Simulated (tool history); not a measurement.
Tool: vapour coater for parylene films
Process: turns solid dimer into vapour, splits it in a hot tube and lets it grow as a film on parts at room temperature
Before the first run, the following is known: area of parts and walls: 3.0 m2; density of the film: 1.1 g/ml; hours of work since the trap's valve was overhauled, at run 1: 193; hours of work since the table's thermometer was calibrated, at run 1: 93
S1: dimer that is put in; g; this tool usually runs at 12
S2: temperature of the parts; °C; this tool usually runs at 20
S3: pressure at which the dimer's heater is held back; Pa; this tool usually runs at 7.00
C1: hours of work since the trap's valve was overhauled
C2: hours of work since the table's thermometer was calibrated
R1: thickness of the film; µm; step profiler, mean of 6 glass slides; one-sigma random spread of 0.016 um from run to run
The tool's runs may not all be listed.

{"run": 1, "hour": 0.0, "S1": 12, "S2": 20, "S3": 7.0, "C1": 193, "C2": 93, "R1": 1.62}
{"run": 2, "hour": 13.4, "S1": 15, "S2": 20, "S3": 7.0, "C1": 205, "C2": 104, "R1": 2.0}
{"hour": 18.9, "done": "trap's valve overhauled"}
{"run": 3, "hour": 37.5, "S1": 15, "S2": 20, "S3": 7.0, "C1": 16, "C2": 121, "R1": 2.08}
{"run": 4, "hour": 63.2, "S1": 10, "S2": 20, "S3": 7.0, "C1": 37, "C2": 143, "R1": 1.4}
{"run": 5, "hour": 80.7, "S1": 5, "S2": 20, "S3": 7.0, "C1": 52, "C2": 157, "R1": 0.69}
{"run": 6, "hour": 93.4, "S1": 5, "S2": 20, "S3": 7.0, "C1": 63, "C2": 168, "R1": 0.71}
{"run": 7, "hour": 107.4, "S1": 5, "S2": 20, "S3": 7.0, "C1": 75, "C2": 180, "R1": 0.67}
{"run": 8, "hour": 132.0, "S1": 12, "S2": 20, "S3": 7.0, "C1": 96, "C2": 201, "R1": 1.63}
{"hour": 134.4, "done": "table's thermometer calibrated"}
{"run": 9, "hour": 150.9, "S1": 12, "S2": 20, "S3": 7.0, "C1": 111, "C2": 14, "R1": 1.61}
{"run": 10, "hour": 176.2, "S1": 12, "S2": 20, "S3": 7.0, "C1": 132, "C2": 35, "R1": 1.65}
{"run": 11, "hour": 195.7, "S1": 12, "S2": 20, "S3": 7.0, "C1": 149, "C2": 52, "R1": 1.6}
{"run": 12, "hour": 207.8, "S1": 12, "S2": 20, "S3": 7.0, "C1": 159, "C2": 62, "R1": 1.61}
{"run": 13, "hour": 223.9, "S1": 12, "S2": 20, "S3": 7.0, "C1": 172, "C2": 76, "R1": 1.6}
{"hour": 228.8, "done": "table's thermometer calibrated, once more"}
{"run": 14, "hour": 241.8, "S1": 17, "S2": 20, "S3": 2.83, "C1": 187, "C2": 11, "R1": 2.45}
{"run": 15, "hour": 258.0, "S1": 13, "S2": 22, "S3": 10.96, "C1": 200, "C2": 25, "R1": 1.59}
{"hour": 269.1, "done": "trap's valve overhauled"}
{"run": 16, "hour": 275.7, "S1": 12, "S2": 15, "S3": 4.61, "C1": 6, "C2": 36, "R1": 1.97}
{"run": 17, "hour": 293.7, "S1": 12, "S2": 15, "S3": 7.53, "C1": 21, "C2": 51, "R1": 1.93}
{"run": 18, "hour": 319.6, "S1": 12, "S2": 15, "S3": 7.53, "C1": 43, "C2": 73, "R1": 1.87}
{"run": 19, "hour": 340.1, "S1": 12, "S2": 15, "S3": 3.77, "C1": 60, "C2": 91, "R1": 1.97}
{"run": 20, "hour": 353.7, "S1": 17, "S2": 20, "S3": 7.0, "C1": 72, "C2": 102, "R1": 2.32}
{"run": 21, "hour": 372.5, "S1": 12, "S2": 14, "S3": 10.27, "C1": 87, "C2": 118, "R1": 1.85}
{"run": 22, "hour": 386.8, "S1": 12, "S2": 14, "S3": 10.27, "C1": 99, "C2": 130, "R1": 1.87}
{"run": 23, "hour": 411.1, "S1": 7, "S2": 29, "S3": 7.0, "C1": 120, "C2": 151, "R1": 0.76}
{"run": 24, "hour": 424.8, "S1": 19, "S2": 15, "S3": 5.06, "C1": 132, "C2": 162, "R1": 3.04}

What will run 25 give?
{"run": 25, "hour": 441.1, "S1": 14, "S2": 20, "S3": 3.17, "C1": 145, "C2": 176, "R1": "?"}

Run 25 came out at R1 2.00 µm.
With the hidden condition absent and the run-to-run variation left alone, this run would have shown R1 2.08 µm.

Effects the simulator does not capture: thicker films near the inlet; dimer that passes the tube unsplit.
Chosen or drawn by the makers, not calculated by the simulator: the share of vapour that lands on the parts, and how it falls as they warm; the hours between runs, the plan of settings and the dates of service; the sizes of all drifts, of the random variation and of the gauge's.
